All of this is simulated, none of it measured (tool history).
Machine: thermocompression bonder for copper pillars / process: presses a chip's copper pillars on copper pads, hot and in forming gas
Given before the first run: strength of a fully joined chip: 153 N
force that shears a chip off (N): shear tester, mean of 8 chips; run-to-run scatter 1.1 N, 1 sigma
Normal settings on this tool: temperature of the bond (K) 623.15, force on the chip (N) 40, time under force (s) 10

run,hour,temperature of the bond (K),force on the chip (N),time under force (s),force that shears a chip off (N)
1,0,623.15,40,10,107.2
2,8.9,623.15,40,10,107.1
3,14.9,623.15,40,10,105.4
4,19.1,623.15,40,10,106.7
5,28.3,624.15,40,10,106.1
6,37.8,624.15,40,10,107.2
7,46.4,624.15,40,10,106.2
8,56.2,624.15,40,10,105.3
9,61.4,624.15,40,10,106.5
10,66.7,624.15,40,10,107.1
11,71.6,624.15,40,10,105.8
12,75.7,624.15,40,10,106.1
13,81.4,624.15,40,10,103.7
14,85.8,632.15,40,10,109.5
15,95.1,632.15,40,10,110.8
16,100.3,621.15,40,10,105.8
17,109.5,621.15,40,10,101.4
18,117.3,621.15,40,10,102.4
19,122.6,621.15,40,5,83.6
20,129.7,608.15,31,15,94.6
# hour 131.6: force cell calibrated
21,138.5,608.15,31,15,93.3
22,146.1,608.15,31,15,92.3
23,151.3,629.15,26,8,83.8
# hour 156.6: force cell calibrated, once more
24,162.3,635.15,28,8,89
25,170.6,635.15,28,8,89.2
26,175.3,599.15,28,8,66.6
27,182.6,599.15,28,8,64.7
28,192.3,599.15,46,17,105.7
29,197.4,599.15,46,17,107.6
30,203.4,640.15,44,5,95.6
31,213.2,641.15,47,8,111.8
32,222,641.15,47,8,112.9
33,231.4,623.15,49,8,106.3
34,241.3,623.15,28,19,102.9
35,251.1,623.15,28,19,101.5
36,255.8,650.15,35,10,110.5
37,262.7,650.15,35,10,111.5
38,270.5,651.15,35,5,93.2

What if the next run were any one of these 4? Each begins from the tool's condition after run 38:
A,280,623.15,32,10,?
B,280,613.15,39,5,?
C,280,609.15,35,16,?
D,280,623.15,40,13,?

run,force that shears a chip off (N)
A,91.8
B,76.1
C,97.4
D,107.7
The same runs, with their run-to-run variation unchanged, on a tool lacking any hidden condition would have given:
run,force that shears a chip off (N)
A,98.6
B,81.2
C,104.8
D,116.6
